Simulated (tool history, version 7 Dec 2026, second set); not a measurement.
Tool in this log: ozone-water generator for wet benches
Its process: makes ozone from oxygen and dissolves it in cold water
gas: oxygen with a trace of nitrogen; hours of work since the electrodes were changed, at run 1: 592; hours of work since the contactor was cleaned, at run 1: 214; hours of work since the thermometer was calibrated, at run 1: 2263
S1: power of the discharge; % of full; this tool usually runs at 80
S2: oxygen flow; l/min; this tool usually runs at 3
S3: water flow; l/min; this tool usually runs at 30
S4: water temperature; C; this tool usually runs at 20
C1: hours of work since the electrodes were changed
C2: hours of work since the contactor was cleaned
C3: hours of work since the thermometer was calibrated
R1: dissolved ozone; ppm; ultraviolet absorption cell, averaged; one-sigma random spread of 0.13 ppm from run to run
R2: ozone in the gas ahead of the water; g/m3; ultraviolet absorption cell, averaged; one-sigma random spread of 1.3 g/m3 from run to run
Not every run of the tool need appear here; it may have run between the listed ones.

| run | hour | S1 | S2 | S3 | S4 | C1 | C2 | C3 | R1 | R2 |
|---|---|---|---|---|---|---|---|---|---|---|
| 1 | 0 | 80 | 3 | 30 | 20 | 592 | 214 | 2263 | 14.5 | 235.4 |
| 2 | 35.4 | 80 | 3 | 30 | 20 | 615 | 236 | 2286 | 14.6 | 231.8 |
| 3 | 54.6 | 80 | 3 | 30 | 20 | 627 | 249 | 2298 | 14.4 | 232.8 |
| 4 | 70.5 | 80 | 3 | 30 | 20 | 637 | 259 | 2308 | 14.8 | 233.6 |
| 5 | 90.5 | 80 | 3 | 30 | 20 | 650 | 272 | 2321 | 14.4 | 231.5 |
| 6 | 122 | 80 | 3 | 31 | 20 | 670 | 292 | 2341 | 14 | 232.4 |
| 7 | 155.2 | 80 | 3 | 31 | 20 | 691 | 313 | 2362 | 14.1 | 231 |
| 8 | 174.5 | 80 | 3 | 22 | 20 | 704 | 325 | 2375 | 19.1 | 231.1 |
| 9 | 205.3 | 80 | 3 | 30 | 20 | 723 | 345 | 2394 | 14.3 | 230.6 |
| 10 | 239.7 | 80 | 3 | 30 | 20 | 745 | 367 | 2416 | 14.3 | 230.9 |
| 11 | 257.8 | 80 | 3 | 30 | 20 | 757 | 378 | 2428 | 14.6 | 232.3 |
|  | 259.9 | water thermometer calibrated |
| 12 | 283.3 | 44 | 3 | 30 | 20 | 773 | 394 | 15 | 10.1 | 157.4 |
| 13 | 306.1 | 80 | 3 | 27 | 20 | 787 | 409 | 29 | 16.1 | 230.4 |
| 14 | 326.7 | 80 | 3 | 27 | 20 | 801 | 422 | 43 | 16.2 | 230.9 |
| 15 | 343 | 79 | 5.18 | 33 | 24 | 811 | 433 | 53 | 14.4 | 180.4 |
|  | 351.2 | water thermometer calibrated, once more |
| 16 | 373.4 | 79 | 5.18 | 33 | 24 | 830 | 452 | 14 | 14.3 | 181.3 |
| 17 | 405.6 | 79 | 1.68 | 33 | 13 | 851 | 472 | 35 | 10.7 | 295 |
| 18 | 426.2 | 79 | 1.68 | 33 | 13 | 864 | 485 | 48 | 10.9 | 294.7 |
| 19 | 458.9 | 79 | 1.68 | 28 | 13 | 885 | 506 | 69 | 13 | 292.3 |
| 20 | 480.4 | 79 | 1.68 | 28 | 14 | 898 | 520 | 83 | 12.8 | 294.7 |
| 21 | 501.1 | 53 | 3.63 | 41 | 16 | 912 | 533 | 96 | 8.7 | 162.2 |
| 22 | 515.9 | 53 | 3.63 | 41 | 16 | 921 | 543 | 105 | 8.8 | 162.6 |
| 23 | 547.8 | 80 | 3.63 | 41 | 16 | 942 | 563 | 126 | 11.3 | 212.1 |
| 24 | 564.7 | 80 | 3 | 30 | 16 | 952 | 574 | 136 | 15.1 | 228 |
| 25 | 579.3 | 81 | 1.92 | 41 | 14 | 962 | 583 | 146 | 8.9 | 282.7 |
| 26 | 609.2 | 81 | 1.92 | 41 | 14 | 981 | 602 | 165 | 8.8 | 280 |
| 27 | 633.5 | 48 | 1.75 | 23 | 18 | 996 | 618 | 180 | 11.6 | 210.4 |

A few steps of R1 between consecutive runs. Split each: what settings, incoming material and random variation would produce without the hidden state, and what is left over for the hidden state, along with gauge scatter present in only one of the two compared results (measured, and without hidden state):
Hidden conditions of the tool in this case: yield of the discharge, % of new electrodes'; contactor's efficiency, % of a clean one's; true water temperature over the reading, C; drift of the gauge itself on ozone_ppm, %; drift of the gauge itself on gas_g_m3, %.
Run 12 -> 13: S1 44 -> 80, S3 30 -> 27. R1 +6 ppm: hidden state -0.2, all else +6.2.
Run 20 -> 21: S1 79 -> 53, S2 1.68 -> 3.63, S3 28 -> 41, S4 14 -> 16. R1 -4.1 ppm: hidden state +0.2, all else -4.3.
Run 24 -> 25: S1 80 -> 81, S2 3 -> 1.92, S3 30 -> 41, S4 16 -> 14. R1 -6.2 ppm: hidden state +0.2, all else -6.4.
